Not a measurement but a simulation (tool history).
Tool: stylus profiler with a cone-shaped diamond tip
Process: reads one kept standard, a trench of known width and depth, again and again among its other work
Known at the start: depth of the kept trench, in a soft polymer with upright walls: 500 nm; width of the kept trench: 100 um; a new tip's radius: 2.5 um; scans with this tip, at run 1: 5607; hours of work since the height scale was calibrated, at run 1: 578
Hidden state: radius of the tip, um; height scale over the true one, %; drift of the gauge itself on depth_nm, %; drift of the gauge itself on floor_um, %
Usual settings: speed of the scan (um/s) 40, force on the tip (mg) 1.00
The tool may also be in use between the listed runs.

| run | hour | speed of the scan (um/s) | force on the tip (mg) | scans with this tip | hours of work since the height scale was calibrated | depth of the trench (nm) | width of the trench's floor (µm) |
|---|---|---|---|---|---|---|---|
| 1 | 0.0 | 40 | 1.00 | 5607 | 578 | 502.60 | 96.26 |
| 2 | 81.1 | 40 | 1.00 | 6174 | 636 | 502.71 | 96.23 |
| 3 | 182.0 | 32 | 1.00 | 6881 | 709 | 502.21 | 96.27 |
| 4 | 276.4 | 32 | 1.00 | 7542 | 777 | 501.92 | 96.21 |
| 5 | 372.8 | 40 | 0.66 | 8218 | 847 | 501.02 | 96.04 |
| 6 | 436.5 | 40 | 0.66 | 8664 | 893 | 500.89 | 96.11 |
| 7 | 542.3 | 54 | 1.00 | 9405 | 969 | 501.07 | 95.94 |
|  | 589.1 | height scale calibrated on a step standard |
| 8 | 623.6 | 40 | 1.00 | 9971 | 25 | 503.62 | 95.99 |
| 9 | 708.8 | 40 | 1.00 | 10568 | 86 | 503.78 | 96.01 |
| 10 | 764.8 | 40 | 1.00 | 10960 | 127 | 503.58 | 95.97 |
| 11 | 818.7 | 40 | 1.00 | 11337 | 166 | 503.40 | 95.88 |
| 12 | 913.0 | 40 | 1.00 | 11998 | 234 | 503.38 | 95.88 |
| 13 | 1010.1 | 40 | 1.00 | 12678 | 304 | 502.99 | 95.83 |
| 14 | 1107.6 | 40 | 1.00 | 13361 | 374 | 502.96 | 95.79 |
| 15 | 1212.7 | 40 | 1.00 | 14097 | 450 | 502.48 | 95.73 |
| 16 | 1279.6 | 40 | 1.00 | 14566 | 498 | 502.66 | 95.71 |
| 17 | 1334.5 | 40 | 1.00 | 14950 | 538 | 502.61 | 95.70 |
| 18 | 1399.7 | 27 | 1.00 | 15407 | 585 | 502.46 | 95.75 |
| 19 | 1465.8 | 27 | 1.00 | 15870 | 633 | 502.25 | 95.73 |
| 20 | 1570.8 | 27 | 1.00 | 16605 | 708 | 502.18 | 95.67 |
|  | 1611.8 | new tip fitted, height scale calibrated |
| 21 | 1649.7 | 27 | 1.00 | 266 | 27 | 503.73 | 96.82 |
| 22 | 1731.1 | 24 | 1.00 | 836 | 86 | 503.74 | 96.79 |
| 23 | 1786.9 | 17 | 0.49 | 1227 | 126 | 501.75 | 96.74 |
| 24 | 1864.2 | 120 | 0.49 | 1768 | 182 | 501.91 | 95.86 |
| 25 | 1966.1 | 10 | 0.42 | 2482 | 256 | 501.32 | 96.67 |
| 26 | 2045.6 | 10 | 0.42 | 3039 | 313 | 501.47 | 96.71 |
| 27 | 2103.3 | 28 | 0.42 | 3443 | 355 | 501.07 | 96.42 |
| 28 | 2181.5 | 28 | 0.42 | 3991 | 411 | 500.98 | 96.44 |
| 29 | 2281.9 | 17 | 2.26 | 4694 | 484 | 505.21 | 96.59 |
| 30 | 2369.5 | 45 | 1.02 | 5307 | 547 | 502.31 | 96.31 |
| 31 | 2448.1 | 42 | 0.83 | 5858 | 604 | 501.99 | 96.23 |
| 32 | 2516.0 | 28 | 2.19 | 6333 | 653 | 504.62 | 96.43 |
| 33 | 2580.4 | 110 | 1.00 | 6785 | 699 | 501.98 | 95.85 |
| 34 | 2672.9 | 121 | 2.88 | 7432 | 766 | 506.03 | 96.03 |
| 35 | 2728.3 | 40 | 0.57 | 7821 | 806 | 500.45 | 96.10 |
| 36 | 2818.4 | 40 | 0.57 | 8451 | 871 | 500.45 | 96.07 |
| 37 | 2888.2 | 126 | 0.58 | 8940 | 921 | 500.19 | 95.35 |
| 38 | 2973.0 | 126 | 0.58 | 9534 | 982 | 500.23 | 95.39 |
|  | 3001.4 | height scale calibrated on a step standard |
| 39 | 3076.2 | 126 | 0.58 | 10254 | 54 | 502.53 | 95.34 |
| 40 | 3161.0 | 28 | 0.64 | 10847 | 115 | 502.67 | 95.99 |
| 41 | 3240.6 | 20 | 0.35 | 11405 | 173 | 501.44 | 96.03 |
| 42 | 3343.8 | 54 | 0.51 | 12127 | 247 | 501.80 | 95.63 |
| 43 | 3428.3 | 54 | 0.51 | 12720 | 308 | 501.66 | 95.60 |
| 44 | 3520.7 | 25 | 1.71 | 13367 | 375 | 504.48 | 95.95 |

How the hidden state differs across the entries between the runs, from the last listed run before each to the first after it:
Between runs 7 and 8: height scale calibrated on a step standard (hour 589.1)
  radius of the tip, um: 3.7 -> 3.76; height scale over the true one, %: -0.434 -> 0.001
  measured less the result without the state, depth of the trench (nm): -2.18 -> +0.00; width of the trench's floor (µm): -0.71 -> -0.74
Between runs 20 and 21: new tip fitted, height scale calibrated (hour 1611.8)
  radius of the tip, um: 4.57 -> 2.55; height scale over the true one, %: -0.332 -> -0.015
  measured less the result without the state, depth of the trench (nm): -1.67 -> -0.08; width of the trench's floor (µm): -1.16 -> -0.03
Between runs 38 and 39: height scale calibrated on a step standard (hour 3001.4)
  radius of the tip, um: 3.66 -> 3.75; height scale over the true one, %: -0.479 -> -0.037
  measured less the result without the state, depth of the trench (nm): -2.41 -> -0.19; width of the trench's floor (µm): -0.69 -> -0.75

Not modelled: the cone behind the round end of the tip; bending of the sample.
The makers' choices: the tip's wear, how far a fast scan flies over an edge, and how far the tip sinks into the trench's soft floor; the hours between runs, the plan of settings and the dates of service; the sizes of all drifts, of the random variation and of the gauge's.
